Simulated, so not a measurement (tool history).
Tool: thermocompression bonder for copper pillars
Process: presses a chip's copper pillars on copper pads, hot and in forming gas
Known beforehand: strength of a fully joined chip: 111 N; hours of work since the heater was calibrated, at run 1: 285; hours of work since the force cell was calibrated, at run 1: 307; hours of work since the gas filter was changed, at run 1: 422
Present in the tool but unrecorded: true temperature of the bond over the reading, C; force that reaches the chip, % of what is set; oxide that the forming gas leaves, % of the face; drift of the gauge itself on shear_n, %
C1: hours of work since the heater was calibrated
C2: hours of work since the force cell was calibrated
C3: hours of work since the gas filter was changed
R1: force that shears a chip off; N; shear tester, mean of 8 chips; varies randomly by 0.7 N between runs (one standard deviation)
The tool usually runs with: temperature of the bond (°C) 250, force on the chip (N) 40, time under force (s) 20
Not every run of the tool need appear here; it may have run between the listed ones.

Run 1, hour 0.0: usual settings; C1 285; C2 307; C3 422. Result: R1 47.7 N.
Run 2, hour 8.0: usual settings; C1 291; C2 313; C3 428. Result: R1 46.6 N.
Run 3, hour 14.8: usual settings; C1 296; C2 318; C3 433. Result: R1 46.3 N.
Run 4, hour 23.1: usual settings; C1 303; C2 325; C3 440. Result: R1 46.5 N.
Run 5, hour 31.5: usual settings; C1 309; C2 331; C3 446. Result: R1 47.1 N.
Run 6, hour 45.0: usual settings; C1 320; C2 342; C3 457. Result: R1 47.3 N.
Run 7, hour 56.3: usual settings but force on the chip (N) 30; C1 328; C2 350; C3 466. Result: R1 34.1 N.
At hour 61.0: forming gas filter changed.
Run 8, hour 67.2: usual settings but force on the chip (N) 30, time under force (s) 16; C1 336; C2 358; C3 5. Result: R1 32.4 N.
Run 9, hour 77.9: usual settings; C1 345; C2 367; C3 13. Result: R1 48.1 N.
Run 10, hour 92.3: usual settings; C1 356; C2 378; C3 24. Result: R1 46.4 N.
Run 11, hour 106.8: usual settings but force on the chip (N) 46; C1 367; C2 389; C3 36. Result: R1 54.8 N.
Run 12, hour 116.4: usual settings; C1 375; C2 397; C3 43. Result: R1 47.3 N.
Run 13, hour 126.6: usual settings; C1 382; C2 405; C3 51. Result: R1 46.8 N.
Run 14, hour 139.5: usual settings but temperature of the bond (°C) 273, time under force (s) 23; C1 392; C2 415; C3 61. Result: R1 68.8 N.
Run 15, hour 156.0: usual settings but temperature of the bond (°C) 229, force on the chip (N) 48, time under force (s) 15; C1 405; C2 427; C3 74. Result: R1 34.1 N.
Run 16, hour 164.7: usual settings but temperature of the bond (°C) 264; C1 412; C2 434; C3 81. Result: R1 59.7 N.
Run 17, hour 175.6: usual settings but temperature of the bond (°C) 255; C1 421; C2 443; C3 89. Result: R1 52.2 N.
Run 18, hour 186.4: usual settings but temperature of the bond (°C) 270, force on the chip (N) 33, time under force (s) 14; C1 429; C2 451; C3 97. Result: R1 46.4 N.
Run 19, hour 200.7: usual settings but temperature of the bond (°C) 270, force on the chip (N) 33, time under force (s) 14; C1 440; C2 462; C3 108. Result: R1 45.5 N.

Run 20 has not been measured yet. What should we expect?
Run 20, hour 214.8: usual settings but temperature of the bond (°C) 245, time under force (s) 36; C1 451; C2 473; C3 119. Result: R1 ?.

Run 20 came out at R1 51.7 N.
Take away the tool's hidden state, keep the run-to-run variation as it was, and the same run would have given R1 54.4 N.
